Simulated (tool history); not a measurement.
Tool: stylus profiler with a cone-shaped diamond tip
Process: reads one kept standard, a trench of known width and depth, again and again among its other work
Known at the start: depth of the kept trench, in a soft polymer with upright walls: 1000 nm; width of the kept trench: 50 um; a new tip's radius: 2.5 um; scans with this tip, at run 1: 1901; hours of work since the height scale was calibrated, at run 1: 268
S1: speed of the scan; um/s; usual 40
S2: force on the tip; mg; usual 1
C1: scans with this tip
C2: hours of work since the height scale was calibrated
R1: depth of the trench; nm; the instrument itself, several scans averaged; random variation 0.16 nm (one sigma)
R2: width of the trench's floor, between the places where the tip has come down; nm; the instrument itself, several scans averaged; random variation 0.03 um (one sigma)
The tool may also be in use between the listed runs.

run,hour,S1,S2,C1,C2,R1,R2
1,0,40,1,1901,268,1006.39,45680
2,44.4,40,1,2113,298,1006.06,45680
3,91.7,23,1,2339,330,1006.08,45670
4,119.2,40,1,2470,348,1005.82,45620
5,168.6,40,1,2706,382,1005.92,45610
6,200.7,40,1,2859,403,1005.69,45610
7,249.3,40,2.5,3091,436,1011.52,45630
8,279,40,0.4,3233,456,1002.91,45470
9,302.7,40,0.8,3346,472,1004.85,45500
10,352.3,40,0.8,3583,505,1004.9,45520
11,400.4,40,1,3812,538,1005.7,45480
12,455,40,1,4073,575,1005.71,45450
13,484,40,1,4211,594,1005.68,45410
14,525.4,40,1,4409,622,1005.5,45430
15,557.8,40,1,4564,644,1005.76,45390
16,598,40,1,4755,671,1005.45,45390
17,620.4,40,1,4862,686,1005.25,45420
18,667.6,40,0.69,5088,718,1003.93,45340
19,720,40,0.69,5338,753,1003.8,45300
20,746.7,40,0.69,5465,771,1003.81,45290
21,777.6,33,2.28,5613,792,1010.09,45420
22,825.3,33,2.28,5840,824,1010.39,45350
23,866.1,80,1.12,6035,851,1005.74,45120
24,905.8,80,1.12,6224,878,1005.7,45070
25,942.1,80,1.12,6398,903,1005.61,45140

Run 26 comes next. What will it give?
26,996.5,147,2.23,6657,939,?,?

{"run 26": {"R1": 1009.58, "R2": 44970}}
Without the tool's hidden state the same run would have given R1 1011.21 nm, R2 45620 nm.
